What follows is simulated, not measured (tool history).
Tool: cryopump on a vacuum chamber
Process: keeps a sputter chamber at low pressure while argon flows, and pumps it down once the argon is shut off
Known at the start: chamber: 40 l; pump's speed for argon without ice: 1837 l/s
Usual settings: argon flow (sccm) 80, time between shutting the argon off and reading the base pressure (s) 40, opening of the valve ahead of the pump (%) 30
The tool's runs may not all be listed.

| run | day | argon flow (sccm) | time between shutting the argon off and reading the base pressure (s) | opening of the valve ahead of the pump (%) | pressure while argon flows (Pa) | pressure after the wait (uPa) |
|---|---|---|---|---|---|---|
| 1 | 0.000 | 80 | 40 | 30 | 0.2698 | 3.33 |
| 2 | 2.458 | 80 | 40 | 30 | 0.2681 | 3.40 |
| 3 | 6.483 | 80 | 40 | 30 | 0.2475 | 3.08 |
| 4 | 11.408 | 80 | 40 | 30 | 0.2494 | 3.12 |
| 5 | 13.725 | 80 | 40 | 46 | 0.1653 | 3.09 |
| 6 | 16.258 | 80 | 40 | 46 | 0.1682 | 3.13 |
| 7 | 19.162 | 80 | 104 | 30 | 0.2530 | 2.19 |
| 8 | 21.412 | 80 | 104 | 30 | 0.2539 | 2.18 |
| 9 | 23.512 | 80 | 104 | 30 | 0.2557 | 2.29 |
| 10 | 28.217 | 80 | 40 | 30 | 0.2609 | 3.46 |
| 11 | 31.725 | 45 | 40 | 30 | 0.1465 | 3.56 |
| 12 | 36.654 | 45 | 40 | 30 | 0.1470 | 3.68 |
| 13 | 40.862 | 45 | 40 | 30 | 0.1506 | 3.78 |
| 14 | 43.258 | 45 | 40 | 30 | 0.1502 | 1.93 |
| 15 | 46.617 | 126 | 40 | 30 | 0.4280 | 1.98 |
| 16 | 49.179 | 80 | 34 | 18 | 0.4106 | 2.35 |
| 17 | 53.850 | 45 | 33 | 41 | 0.1024 | 2.34 |
| 18 | 58.900 | 45 | 33 | 41 | 0.1047 | 2.44 |
| 19 | 61.775 | 34 | 103 | 30 | 0.1082 | 1.03 |
| 20 | 66.683 | 88 | 46 | 17 | 0.4866 | 1.93 |
| 21 | 70.379 | 88 | 46 | 17 | 0.4935 | 2.00 |
| 22 | 73.496 | 91 | 40 | 38 | 0.2410 | 2.30 |
| 23 | 75.600 | 107 | 84 | 16 | 0.6354 | 1.37 |
| 24 | 78.242 | 151 | 250 | 30 | 0.4960 | 0.86 |
| 25 | 80.625 | 146 | 250 | 44 | 0.3372 | 0.95 |
| 26 | 85.612 | 146 | 112 | 25 | 0.5821 | 1.33 |
| 27 | 89.071 | 146 | 112 | 25 | 0.5855 | 1.39 |
| 28 | 93.650 | 70 | 112 | 25 | 0.2832 | 1.46 |
| 29 | 98.538 | 70 | 112 | 25 | 0.2623 | 1.26 |

Taken out of this log: 4 entries between the listed runs. Where each belongs, and how the hidden state differs across it:
Between runs 2 and 3: pump warmed up, emptied and cooled again (day 2.938)
  pump's speed, % of a pump's without ice: 75.6 -> 98.1; cold plate's temperature, K: 12.76 -> 12.78; leak into the chamber, uPa l/s: 2234 -> 2294
  measured less the result without the state, pressure while argon flows (Pa): +0.0251 -> +0.0026; pressure after the wait (uPa): +1.49 -> +1.14
Between runs 13 and 14: leaking fittings of the chamber tightened, without venting (day 42.696)
  pump's speed, % of a pump's without ice: 78.8 -> 77.4; cold plate's temperature, K: 12.94 -> 12.95; leak into the chamber, uPa l/s: 2840 -> 311
  measured less the result without the state, pressure while argon flows (Pa): +0.0122 -> +0.0131; pressure after the wait (uPa): +1.86 -> +0.06
Between runs 15 and 16: pump warmed up, emptied and cooled again (day 49.033)
  pump's speed, % of a pump's without ice: 75.4 -> 99.8; cold plate's temperature, K: 12.97 -> 12.98; leak into the chamber, uPa l/s: 363 -> 397
  measured less the result without the state, pressure while argon flows (Pa): +0.0409 -> +0.0016; pressure after the wait (uPa): +0.10 -> +0.06
Between runs 28 and 29: pump warmed up, emptied and cooled again (day 94.883)
  pump's speed, % of a pump's without ice: 73.8 -> 97.9; cold plate's temperature, K: 13.19 -> 13.21; leak into the chamber, uPa l/s: 1098 -> 1163
  measured less the result without the state, pressure while argon flows (Pa): +0.0251 -> +0.0031; pressure after the wait (uPa): +0.67 -> +0.50
